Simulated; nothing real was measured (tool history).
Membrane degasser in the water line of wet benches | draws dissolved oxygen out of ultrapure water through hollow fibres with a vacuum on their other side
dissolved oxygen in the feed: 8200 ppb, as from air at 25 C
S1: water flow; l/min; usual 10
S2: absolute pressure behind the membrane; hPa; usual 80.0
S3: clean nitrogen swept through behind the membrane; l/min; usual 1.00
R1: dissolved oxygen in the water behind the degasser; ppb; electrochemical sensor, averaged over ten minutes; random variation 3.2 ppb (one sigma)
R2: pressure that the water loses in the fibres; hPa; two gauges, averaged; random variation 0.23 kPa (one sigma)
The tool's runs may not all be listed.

{"run": 1, "hour": 0.0, "S1": 10, "S2": 80.0, "S3": 1.0, "R1": 348.8, "R2": 600.9}
{"run": 2, "hour": 35.3, "S1": 10, "S2": 80.0, "S3": 1.0, "R1": 342.5, "R2": 603.2}
{"run": 3, "hour": 73.6, "S1": 10, "S2": 80.0, "S3": 1.0, "R1": 341.9, "R2": 605.9}
{"run": 4, "hour": 120.9, "S1": 10, "S2": 80.0, "S3": 1.0, "R1": 345.1, "R2": 602.9}
{"run": 5, "hour": 153.0, "S1": 10, "S2": 80.0, "S3": 1.0, "R1": 347.7, "R2": 610.2}
{"run": 6, "hour": 198.3, "S1": 10, "S2": 80.0, "S3": 1.0, "R1": 340.1, "R2": 605.9}
{"run": 7, "hour": 231.8, "S1": 10, "S2": 80.0, "S3": 0.55, "R1": 422.5, "R2": 607.4}
{"run": 8, "hour": 274.2, "S1": 10, "S2": 80.0, "S3": 1.0, "R1": 344.6, "R2": 608.7}
{"run": 9, "hour": 302.5, "S1": 9, "S2": 80.0, "S3": 1.0, "R1": 274.8, "R2": 547.3}
{"run": 10, "hour": 354.6, "S1": 9, "S2": 80.0, "S3": 1.0, "R1": 270.6, "R2": 551.1}
{"run": 11, "hour": 406.6, "S1": 10, "S2": 80.0, "S3": 1.0, "R1": 348.1, "R2": 609.5}
{"run": 12, "hour": 450.7, "S1": 10, "S2": 143.2, "S3": 1.0, "R1": 495.8, "R2": 609.5}
{"run": 13, "hour": 488.0, "S1": 7, "S2": 80.0, "S3": 1.0, "R1": 152.3, "R2": 426.6}
{"hour": 491.6, "done": "vacuum gauge calibrated"}
{"run": 14, "hour": 540.4, "S1": 10, "S2": 80.0, "S3": 1.0, "R1": 354.9, "R2": 607.3}
{"run": 15, "hour": 602.0, "S1": 10, "S2": 80.0, "S3": 1.0, "R1": 351.3, "R2": 608.4}
{"run": 16, "hour": 653.5, "S1": 10, "S2": 80.0, "S3": 1.0, "R1": 347.2, "R2": 610.1}
{"hour": 670.2, "done": "vacuum gauge calibrated, once more"}
{"run": 17, "hour": 703.7, "S1": 10, "S2": 80.0, "S3": 1.0, "R1": 345.8, "R2": 609.3}
{"run": 18, "hour": 732.5, "S1": 10, "S2": 145.3, "S3": 0.95, "R1": 502.8, "R2": 607.5}
{"run": 19, "hour": 783.4, "S1": 10, "S2": 145.3, "S3": 0.95, "R1": 502.8, "R2": 609.1}
{"run": 20, "hour": 817.7, "S1": 16, "S2": 80.0, "S3": 1.0, "R1": 908.9, "R2": 976.0}
{"run": 21, "hour": 862.9, "S1": 15, "S2": 134.9, "S3": 2.55, "R1": 802.3, "R2": 920.2}
{"run": 22, "hour": 930.5, "S1": 10, "S2": 80.0, "S3": 1.0, "R1": 348.2, "R2": 611.7}
{"run": 23, "hour": 977.3, "S1": 10, "S2": 80.0, "S3": 0.49, "R1": 447.9, "R2": 614.8}
{"run": 24, "hour": 1006.7, "S1": 8, "S2": 66.3, "S3": 2.06, "R1": 146.4, "R2": 490.6}
{"run": 25, "hour": 1034.0, "S1": 7, "S2": 61.5, "S3": 2.98, "R1": 84.5, "R2": 425.4}
{"run": 26, "hour": 1061.4, "S1": 7, "S2": 61.5, "S3": 2.98, "R1": 87.2, "R2": 427.7}
{"run": 27, "hour": 1097.9, "S1": 7, "S2": 61.5, "S3": 2.98, "R1": 86.4, "R2": 429.0}
{"run": 28, "hour": 1149.6, "S1": 15, "S2": 80.0, "S3": 1.0, "R1": 825.8, "R2": 919.5}
{"run": 29, "hour": 1212.7, "S1": 15, "S2": 80.0, "S3": 1.76, "R1": 770.8, "R2": 916.6}
{"run": 30, "hour": 1255.7, "S1": 10, "S2": 153.1, "S3": 2.99, "R1": 345.4, "R2": 614.9}
{"run": 31, "hour": 1291.1, "S1": 8, "S2": 56.4, "S3": 1.0, "R1": 163.7, "R2": 493.8}

4 ways to go on from here, each from the tool as it stands after run 31. What would each give?
{"run": "A", "hour": 1322.7, "S1": 10, "S2": 80.0, "S3": 0.77, "R1": "?", "R2": "?"}
{"run": "B", "hour": 1322.7, "S1": 8, "S2": 164.3, "S3": 1.57, "R1": "?", "R2": "?"}
{"run": "C", "hour": 1322.7, "S1": 10, "S2": 79.2, "S3": 1.68, "R1": "?", "R2": "?"}
{"run": "D", "hour": 1322.7, "S1": 10, "S2": 117.2, "S3": 0.74, "R1": "?", "R2": "?"}

run=A R1=381.8 R2=615.4
run=B R1=281.1 R2=495.0
run=C R1=314.9 R2=619.3
run=D R1=501.3 R2=611.4
Without the tool's hidden state the same runs would have given:
run=A R1=344.4 R2=590.3
run=B R1=255.7 R2=474.9
run=C R1=278.3 R2=594.0
run=D R1=461.5 R2=586.4
